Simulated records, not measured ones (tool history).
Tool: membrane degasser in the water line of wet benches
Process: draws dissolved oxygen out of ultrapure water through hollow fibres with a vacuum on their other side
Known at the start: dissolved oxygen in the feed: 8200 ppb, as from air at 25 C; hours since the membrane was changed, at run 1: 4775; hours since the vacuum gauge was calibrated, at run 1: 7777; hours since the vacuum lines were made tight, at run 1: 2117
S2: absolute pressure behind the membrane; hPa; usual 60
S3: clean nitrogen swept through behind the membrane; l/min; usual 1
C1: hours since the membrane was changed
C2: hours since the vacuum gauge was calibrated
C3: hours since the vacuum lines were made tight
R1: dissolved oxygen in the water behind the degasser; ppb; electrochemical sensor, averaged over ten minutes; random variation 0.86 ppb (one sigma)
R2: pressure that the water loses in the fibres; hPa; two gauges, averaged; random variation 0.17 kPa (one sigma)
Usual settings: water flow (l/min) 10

Run 1, day 0: usual settings; C1 4775; C2 7777; C3 2117. Result: R1 84.9 ppb, R2 276 hPa.
Run 2, day 5.317: usual settings; C1 4903; C2 7905; C3 2244. Result: R1 85.2 ppb, R2 273.7 hPa.
Run 3, day 12.312: usual settings; C1 5071; C2 8073; C3 2412. Result: R1 86.7 ppb, R2 274.5 hPa.
Run 4, day 19.842: usual settings but water flow (l/min) 15; C1 5251; C2 8253; C3 2593. Result: R1 205.7 ppb, R2 409.6 hPa.
Run 5, day 25.671: usual settings but S3 1.15 l/min; C1 5391; C2 8393; C3 2733. Result: R1 78.9 ppb, R2 276.4 hPa.
Run 6, day 31.867: usual settings but water flow (l/min) 11; C1 5540; C2 8542; C3 2882. Result: R1 100.6 ppb, R2 305.3 hPa.
Run 7, day 38.846: usual settings but water flow (l/min) 13, S2 41.4 hPa, S3 2.87 l/min; C1 5707; C2 8709; C3 3049. Result: R1 72.3 ppb, R2 360.1 hPa.
Run 8, day 44.517: usual settings but water flow (l/min) 13, S2 41.4 hPa, S3 2.87 l/min; C1 5844; C2 8846; C3 3185. Result: R1 73.7 ppb, R2 363.6 hPa.
At day 51.275: vacuum gauge calibrated.
Run 9, day 51.771: usual settings but water flow (l/min) 13, S2 41.4 hPa, S3 2.87 l/min; C1 6017; C2 12; C3 3359. Result: R1 72.1 ppb, R2 361.7 hPa.
Run 10, day 54.871: usual settings but water flow (l/min) 8, S2 38.8 hPa, S3 1.63 l/min; C1 6092; C2 86; C3 3433. Result: R1 13 ppb, R2 222.2 hPa.
Run 11, day 61.679: usual settings but water flow (l/min) 8, S2 38.8 hPa, S3 1.63 l/min; C1 6255; C2 250; C3 3597. Result: R1 13.4 ppb, R2 221.1 hPa.

Forecast each of these 3 alternatives for the next run:
Run A, day 67.683: usual settings but water flow (l/min) 8, S2 140 hPa, S3 1.53 l/min; C1 6399; C2 394; C3 3741. Result: R1 ?, R2 ?.
Run B, day 67.683: usual settings but S2 92.6 hPa, S3 1.38 l/min; C1 6399; C2 394; C3 3741. Result: R1 ?, R2 ?.
Run C, day 67.683: usual settings but S2 141.4 hPa; C1 6399; C2 394; C3 3741. Result: R1 ?, R2 ?.

run     R1     R2
  A  141.7  218.8
  B  121.2  277.7
  C  274.1  276.9
Without the tool's hidden state the same runs would have given:
run     R1     R2
  A  137.8  211.4
  B  116.2  268.4
  C  267.1  267.5
